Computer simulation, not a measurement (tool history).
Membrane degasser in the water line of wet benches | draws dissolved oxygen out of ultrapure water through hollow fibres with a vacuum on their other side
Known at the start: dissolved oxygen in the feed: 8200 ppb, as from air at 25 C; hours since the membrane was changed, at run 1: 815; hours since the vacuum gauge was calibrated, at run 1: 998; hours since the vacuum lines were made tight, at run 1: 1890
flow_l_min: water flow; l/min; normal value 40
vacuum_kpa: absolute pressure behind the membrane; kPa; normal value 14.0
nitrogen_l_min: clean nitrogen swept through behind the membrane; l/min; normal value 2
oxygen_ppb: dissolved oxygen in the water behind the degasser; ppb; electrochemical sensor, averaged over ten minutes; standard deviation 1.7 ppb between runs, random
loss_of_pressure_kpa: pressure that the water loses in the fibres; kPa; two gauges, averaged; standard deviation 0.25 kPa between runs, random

run	hour	flow_l_min	vacuum_kpa	nitrogen_l_min	hours since the membrane was changed	hours since the vacuum gauge was calibrated	hours since the vacuum lines were made tight	oxygen_ppb	loss_of_pressure_kpa
1	0.0	40	14.0	2	815	998	1890	462.4	69.10
2	54.4	40	14.0	2	869	1052	1944	460.0	68.80
3	105.5	40	14.0	2	920	1103	1995	460.0	68.47
4	133.1	40	14.0	2	948	1131	2023	461.1	68.80
5	187.6	40	29.6	2	1002	1185	2077	1049.1	68.92
6	234.3	40	14.0	2	1049	1232	2124	464.5	69.22
7	265.6	40	14.0	2	1080	1263	2155	459.4	68.61
8	319.4	40	14.0	2	1134	1317	2209	459.0	69.30

Run 9 is up next; what results do you expect?
9	374.3	40	14.0	2	1189	1372	2264	?	?

Run 9 yielded oxygen_ppb 461.9 ppb, loss_of_pressure_kpa 69.13 kPa.
Take away the tool's hidden state, keep the run-to-run variation as it was, and the same run would have given oxygen_ppb 460.2 ppb, loss_of_pressure_kpa 68.35 kPa.
